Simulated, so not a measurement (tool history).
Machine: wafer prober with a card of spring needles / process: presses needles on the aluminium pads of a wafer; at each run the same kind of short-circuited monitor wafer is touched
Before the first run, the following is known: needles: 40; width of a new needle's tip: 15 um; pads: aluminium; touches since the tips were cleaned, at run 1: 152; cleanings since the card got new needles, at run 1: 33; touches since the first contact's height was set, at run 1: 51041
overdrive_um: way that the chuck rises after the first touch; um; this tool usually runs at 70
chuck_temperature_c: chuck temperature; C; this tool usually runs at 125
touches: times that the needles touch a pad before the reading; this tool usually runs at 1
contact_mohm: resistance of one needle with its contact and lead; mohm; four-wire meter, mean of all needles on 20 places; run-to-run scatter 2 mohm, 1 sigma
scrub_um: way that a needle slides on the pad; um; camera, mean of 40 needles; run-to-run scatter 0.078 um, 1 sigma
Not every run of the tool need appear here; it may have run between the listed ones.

| run | day | overdrive_um | chuck_temperature_c | touches | touches since the tips were cleaned | cleanings since the card got new needles | touches since the first contact's height was set | contact_mohm | scrub_um |
|---|---|---|---|---|---|---|---|---|---|
| 1 | 0.000 | 70 | 125 | 1 | 152 | 33 | 51041 | 220 | 18.81 |
|  | 0.396 | tips cleaned on abrasive film |
| 2 | 0.483 | 70 | 125 | 1 | 806 | 34 | 55399 | 220 | 18.81 |
|  | 0.817 | tips cleaned on abrasive film |
|  | 1.204 | tips cleaned on abrasive film |
| 3 | 1.279 | 70 | 125 | 1 | 690 | 36 | 62538 | 219 | 18.68 |
|  | 1.608 | tips cleaned on abrasive film |
| 4 | 1.854 | 70 | 125 | 1 | 2247 | 37 | 67720 | 218 | 18.70 |
|  | 2.000 | tips cleaned on abrasive film |
|  | 2.188 | height of the first contact set anew |
| 5 | 2.333 | 80 | 125 | 1 | 2900 | 38 | 1292 | 213 | 21.42 |
|  | 2.404 | tips cleaned on abrasive film |
|  | 2.825 | tips cleaned on abrasive film |
|  | 3.188 | tips cleaned on abrasive film |
| 6 | 3.188 | 70 | 91 | 1 | 0 | 41 | 8941 | 209 | 18.75 |
|  | 3.562 | tips cleaned on abrasive film |
| 7 | 3.600 | 70 | 125 | 1 | 372 | 42 | 12663 | 218 | 18.74 |
|  | 3.950 | tips cleaned on abrasive film |
|  | 4.325 | tips cleaned on abrasive film |
| 8 | 4.500 | 70 | 125 | 1 | 1591 | 44 | 20735 | 219 | 18.76 |
|  | 4.712 | tips cleaned on abrasive film |
|  | 5.096 | tips cleaned on abrasive film |
| 9 | 5.154 | 70 | 125 | 1 | 543 | 46 | 26582 | 219 | 18.70 |
|  | 5.475 | tips cleaned on abrasive film |
| 10 | 5.633 | 70 | 125 | 1 | 1422 | 47 | 30881 | 218 | 18.53 |
|  | 5.867 | tips cleaned on abrasive film |
|  | 6.258 | tips cleaned on abrasive film |
| 11 | 6.292 | 70 | 125 | 3 | 305 | 49 | 36792 | 217 | 18.62 |
|  | 6.646 | tips cleaned on abrasive film |
| 12 | 6.817 | 70 | 125 | 2 | 1540 | 50 | 41494 | 212 | 18.64 |
|  | 7.012 | tips cleaned on abrasive film |
| 13 | 7.317 | 54 | 125 | 1 | 2765 | 51 | 46003 | 223 | 14.32 |
|  | 7.392 | tips cleaned on abrasive film |
|  | 7.788 | tips cleaned on abrasive film |
|  | 8.146 | tips cleaned on abrasive film |
| 14 | 8.146 | 54 | 125 | 1 | 0 | 54 | 53407 | 221 | 14.37 |
|  | 8.538 | tips cleaned on abrasive film |
| 15 | 8.688 | 70 | 125 | 1 | 1377 | 55 | 58288 | 217 | 18.57 |
|  | 8.896 | tips cleaned on abrasive film |
|  | 9.279 | tips cleaned on abrasive film |
| 16 | 9.571 | 70 | 125 | 1 | 2632 | 57 | 66207 | 218 | 18.66 |
|  | 9.708 | tips cleaned on abrasive film |
|  | 10.067 | tips cleaned on abrasive film |
|  | 10.079 | height of the first contact set anew |
| 17 | 10.150 | 88 | 125 | 2 | 646 | 59 | 646 | 215 | 23.37 |
|  | 10.462 | tips cleaned on abrasive film |
| 18 | 10.725 | 75 | 28 | 1 | 2364 | 60 | 5814 | 200 | 19.89 |
|  | 10.867 | tips cleaned on abrasive film |
|  | 11.250 | tips cleaned on abrasive film |
| 19 | 11.429 | 60 | 95 | 3 | 1646 | 62 | 12145 | 209 | 15.95 |
|  | 11.654 | tips cleaned on abrasive film |
| 20 | 11.942 | 65 | 107 | 2 | 2595 | 63 | 16744 | 212 | 17.23 |
|  | 12.021 | tips cleaned on abrasive film |
|  | 12.383 | tips cleaned on abrasive film |
| 21 | 12.383 | 65 | 36 | 2 | 0 | 65 | 20678 | 199 | 17.25 |
|  | 12.754 | tips cleaned on abrasive film |
|  | 13.188 | tips cleaned on abrasive film |
| 22 | 13.242 | 81 | 109 | 1 | 473 | 67 | 28372 | 214 | 21.48 |
|  | 13.546 | tips cleaned on abrasive film |
|  | 13.938 | tips cleaned on abrasive film |
| 23 | 14.150 | 89 | 37 | 1 | 1922 | 69 | 36535 | 197 | 23.44 |
|  | 14.350 | tips cleaned on abrasive film |
|  | 14.729 | tips cleaned on abrasive film |
| 24 | 14.758 | 71 | 31 | 2 | 256 | 71 | 41958 | 199 | 18.65 |
|  | 15.100 | tips cleaned on abrasive film |
|  | 15.525 | tips cleaned on abrasive film |
| 25 | 15.650 | 77 | 125 | 1 | 1134 | 73 | 49979 | 217 | 20.13 |
|  | 15.946 | tips cleaned on abrasive film |
|  | 16.321 | tips cleaned on abrasive film |
| 26 | 16.350 | 60 | 34 | 3 | 269 | 75 | 56252 | 197 | 15.78 |
|  | 16.608 | gauge calibrated |
|  | 16.733 | tips cleaned on abrasive film |
| 27 | 17.021 | 74 | 78 | 1 | 2591 | 76 | 62302 | 209 | 19.83 |
|  | 17.121 | tips cleaned on abrasive film |
| 28 | 17.467 | 71 | 94 | 1 | 3140 | 77 | 66322 | 215 | 19.13 |
|  | 17.533 | tips cleaned on abrasive film |
|  | 17.892 | tips cleaned on abrasive film |
|  | 17.942 | height of the first contact set anew |
|  | 18.292 | tips cleaned on abrasive film |
| 29 | 18.383 | 71 | 94 | 1 | 809 | 80 | 3959 | 214 | 19.13 |

Predict the results of run 30:
|  | 18.696 | tips cleaned on abrasive film |
| 30 | 18.754 | 53 | 29 | 2 | 543 | 81 | 7292 | ? | ? |

{"run 30": {"contact_mohm": 196, "scrub_um": 14.2}}
If the tool had no hidden condition, the same run with the same run-to-run variation would have returned contact_mohm 196 mohm, scrub_um 14.24 um.

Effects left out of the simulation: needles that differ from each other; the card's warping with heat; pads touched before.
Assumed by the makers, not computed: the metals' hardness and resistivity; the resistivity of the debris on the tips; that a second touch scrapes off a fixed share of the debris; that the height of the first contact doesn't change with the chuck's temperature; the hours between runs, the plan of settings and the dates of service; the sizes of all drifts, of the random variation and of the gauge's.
